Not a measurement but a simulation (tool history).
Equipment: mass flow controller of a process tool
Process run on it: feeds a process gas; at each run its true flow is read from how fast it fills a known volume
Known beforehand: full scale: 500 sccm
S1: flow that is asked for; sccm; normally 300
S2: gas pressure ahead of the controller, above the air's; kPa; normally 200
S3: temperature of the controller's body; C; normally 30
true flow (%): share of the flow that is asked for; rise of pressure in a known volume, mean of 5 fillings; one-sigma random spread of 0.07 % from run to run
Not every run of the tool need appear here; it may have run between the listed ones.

Run 1, day 0: usual settings. Result: true flow (%) 98.77.
Run 2, day 3.538: usual settings. Result: true flow (%) 98.73.
Run 3, day 6.567: usual settings. Result: true flow (%) 98.7.
Run 4, day 8.5: usual settings but S1 312 sccm. Result: true flow (%) 98.83.
Run 5, day 10.879: usual settings but S1 312 sccm. Result: true flow (%) 98.86.
Run 6, day 12.583: usual settings but S1 312 sccm. Result: true flow (%) 98.74.
Run 7, day 16.308: usual settings but S1 268 sccm. Result: true flow (%) 98.56.
Run 8, day 20.271: usual settings but S1 268 sccm. Result: true flow (%) 98.56.
Run 9, day 23.25: usual settings but S1 268 sccm. Result: true flow (%) 98.65.
Run 10, day 24.975: usual settings but S1 268 sccm. Result: true flow (%) 98.47.
Run 11, day 26.7: usual settings but S1 268 sccm. Result: true flow (%) 98.56.
Run 12, day 28.35: usual settings but S1 268 sccm. Result: true flow (%) 98.62.
Run 13, day 31.921: usual settings but S1 268 sccm. Result: true flow (%) 98.55.
Run 14, day 34.662: usual settings but S1 268 sccm. Result: true flow (%) 98.7.
Run 15, day 38.625: usual settings. Result: true flow (%) 98.69.
Run 16, day 41.771: usual settings. Result: true flow (%) 98.68.
Run 17, day 44.971: usual settings. Result: true flow (%) 98.71.
Run 18, day 47.458: usual settings but S1 234 sccm. Result: true flow (%) 98.3.
Run 19, day 51.096: usual settings but S1 234 sccm. Result: true flow (%) 98.47.
Run 20, day 53.871: usual settings but S2 268 kPa. Result: true flow (%) 98.38.
Run 21, day 55.662: usual settings but S2 268 kPa. Result: true flow (%) 98.23.
Run 22, day 57.471: usual settings but S2 268 kPa. Result: true flow (%) 98.46.
Run 23, day 60.596: usual settings but S1 479 sccm. Result: true flow (%) 99.65.
Run 24, day 64: usual settings but S1 479 sccm. Result: true flow (%) 99.72.
Run 25, day 65.825: usual settings but S1 138 sccm. Result: true flow (%) 97.85.
Run 26, day 67.792: usual settings but S1 138 sccm. Result: true flow (%) 97.79.
Run 27, day 70.267: usual settings but S2 175 kPa, S3 25 C. Result: true flow (%) 99.07.
Run 28, day 73.804: usual settings but S1 264 sccm, S2 195 kPa, S3 34 C. Result: true flow (%) 98.31.
Run 29, day 76.242: usual settings but S1 185 sccm, S2 239 kPa. Result: true flow (%) 97.87.
Run 30, day 79.758: usual settings but S1 90 sccm, S2 263 kPa, S3 25 C. Result: true flow (%) 97.37.
Run 31, day 81.617: usual settings but S1 255 sccm, S3 25 C. Result: true flow (%) 98.63.
Run 32, day 84.367: usual settings but S1 199 sccm, S2 253 kPa, S3 25 C. Result: true flow (%) 98.12.
Run 33, day 86.538: usual settings but S1 326 sccm, S3 23 C. Result: true flow (%) 99.15.
Run 34, day 90.167: usual settings but S1 123 sccm, S2 205 kPa, S3 29 C. Result: true flow (%) 97.6.
Run 35, day 92.296: usual settings but S1 123 sccm, S2 205 kPa, S3 29 C. Result: true flow (%) 97.63.
Run 36, day 95.796: usual settings but S1 123 sccm, S2 205 kPa, S3 29 C. Result: true flow (%) 97.71.
Run 37, day 98.471: usual settings but S1 263 sccm, S2 179 kPa. Result: true flow (%) 98.65.
Run 38, day 101.046: usual settings but S1 263 sccm, S2 184 kPa. Result: true flow (%) 98.48.
Run 39, day 104.662: usual settings but S1 102 sccm, S2 184 kPa. Result: true flow (%) 97.71.
Run 40, day 108.45: usual settings but S1 102 sccm, S2 184 kPa. Result: true flow (%) 97.62.
Run 41, day 110.983: usual settings but S1 102 sccm, S2 184 kPa. Result: true flow (%) 97.77.
Run 42, day 113.025: usual settings but S1 102 sccm, S2 184 kPa. Result: true flow (%) 97.67.
Run 43, day 115.517: usual settings but S1 102 sccm, S2 184 kPa. Result: true flow (%) 97.62.
Run 44, day 117.425: usual settings but S1 102 sccm, S2 184 kPa. Result: true flow (%) 97.59.
Run 45, day 120.171: usual settings but S1 102 sccm, S2 184 kPa. Result: true flow (%) 97.59.
Run 46, day 122.458: usual settings but S1 142 sccm, S2 184 kPa, S3 22 C. Result: true flow (%) 98.19.
Run 47, day 124.375: usual settings but S1 56 sccm, S2 191 kPa, S3 22 C. Result: true flow (%) 97.61.
Run 48, day 128.338: usual settings but S1 336 sccm, S2 178 kPa. Result: true flow (%) 98.88.
Run 49, day 131.246: usual settings but S1 127 sccm, S2 178 kPa. Result: true flow (%) 97.86.
Run 50, day 134.975: usual settings but S1 254 sccm, S2 278 kPa. Result: true flow (%) 97.95.

Each row is a separate what-if for the run after 50, all from the same tool condition, not one after another. Results?
Run A, day 138.842: usual settings but S1 295 sccm, S2 191 kPa. Result: true flow (%) ?.
Run B, day 138.842: usual settings but S1 253 sccm, S2 215 kPa. Result: true flow (%) ?.
Run C, day 138.842: usual settings but S1 429 sccm. Result: true flow (%) ?.

run  true flow (%)
  A          98.72
  B          98.34
  C          99.42
The same runs, with their run-to-run variation unchanged, on a tool lacking any hidden condition would have given:
run  true flow (%)
  A          98.72
  B          98.34
  C          99.42
